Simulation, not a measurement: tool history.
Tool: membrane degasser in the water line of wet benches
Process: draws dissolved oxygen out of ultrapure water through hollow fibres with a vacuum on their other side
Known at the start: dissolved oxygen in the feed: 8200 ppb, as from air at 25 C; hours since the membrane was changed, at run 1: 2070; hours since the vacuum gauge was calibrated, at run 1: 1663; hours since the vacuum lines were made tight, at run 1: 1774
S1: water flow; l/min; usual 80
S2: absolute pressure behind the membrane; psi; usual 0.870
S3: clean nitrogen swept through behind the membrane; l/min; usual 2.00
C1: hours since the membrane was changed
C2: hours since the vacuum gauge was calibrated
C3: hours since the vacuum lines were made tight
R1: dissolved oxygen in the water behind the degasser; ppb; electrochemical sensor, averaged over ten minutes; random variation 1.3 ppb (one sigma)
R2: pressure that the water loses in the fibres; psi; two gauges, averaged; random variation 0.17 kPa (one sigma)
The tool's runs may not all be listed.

run    hour  S1     S2    S3    C1    C2    C3     R1     R2
  1     0.0  80  0.870  2.00  2070  1663  1774  229.5  3.917
  2    86.6  80  0.870  2.00  2157  1749  1860  230.7  3.925
  3   179.7  80  0.870  2.00  2250  1842  1953  230.3  3.983
  4   253.7  80  0.870  2.00  2324  1916  2027  233.1  3.938
  5   336.8  80  1.295  2.00  2407  1999  2111  450.1  3.949
  6   400.9  80  1.295  2.00  2471  2063  2175  453.1  3.970
  7   445.0  80  1.295  2.00  2515  2108  2219  456.5  3.968
  8   529.6  73  0.870  2.00  2600  2192  2303  212.2  3.578
  9   580.3  73  0.870  2.00  2651  2243  2354  213.9  3.598
 10   665.5  80  0.870  2.00  2736  2328  2439  232.0  4.006
 11   720.7  80  0.870  2.00  2791  2383  2494  235.0  3.932
 12   774.0  80  1.606  2.00  2844  2436  2548  610.9  3.978
      780.0  -- vacuum gauge calibrated
 13   854.3  80  0.870  2.00  2924    74  2628  237.5  3.965
 14   939.6  80  0.870  2.00  3009   160  2713  236.5  4.006
 15   988.8  80  0.870  0.92  3059   209  2762  410.0  3.981
 16  1072.4  80  0.870  0.92  3142   292  2846  407.4  3.948
 17  1116.4  71  1.107  0.99  3186   336  2890  538.6  3.520
 18  1167.9  71  1.107  0.99  3238   388  2941  540.8  3.508
 19  1260.2  80  0.870  4.22  3330   480  3033  133.1  3.999
     1321.7  -- vacuum gauge calibrated, once more
 20  1331.2  71  1.729  1.54  3400    10  3104  733.8  3.529
 21  1422.5  71  1.729  1.54  3492   101  3195  740.1  3.549
 22  1471.2  80  0.928  1.10  3541   150  3244  395.9  3.994
 23  1556.4  80  0.870  2.60  3626   235  3329  187.2  3.999
 24  1602.9  73  1.075  1.47  3672   281  3376  395.2  3.640
 25  1690.8  73  1.075  1.47  3760   369  3463  392.8  3.627
 26  1773.4  83  0.870  1.67  3843   452  3546  268.2  4.158
 27  1820.8  80  0.557  3.41  3890   499  3594   41.9  4.016
 28  1905.7  80  1.642  2.00  3975   584  3678  625.6  3.986
 29  1993.5  80  0.922  4.72  4063   672  3766  129.6  4.013
 30  2063.6  71  1.310  3.28  4133   742  3836  279.0  3.564

Forecast run 31:
 31  2153.1  116  0.579  4.95  4222  831  3926   ?   ?

Run 31 gave R1 89.2 ppb, R2 5.838 psi.
Without the tool's hidden state the same run would have given R1 78.3 ppb, R2 5.612 psi.

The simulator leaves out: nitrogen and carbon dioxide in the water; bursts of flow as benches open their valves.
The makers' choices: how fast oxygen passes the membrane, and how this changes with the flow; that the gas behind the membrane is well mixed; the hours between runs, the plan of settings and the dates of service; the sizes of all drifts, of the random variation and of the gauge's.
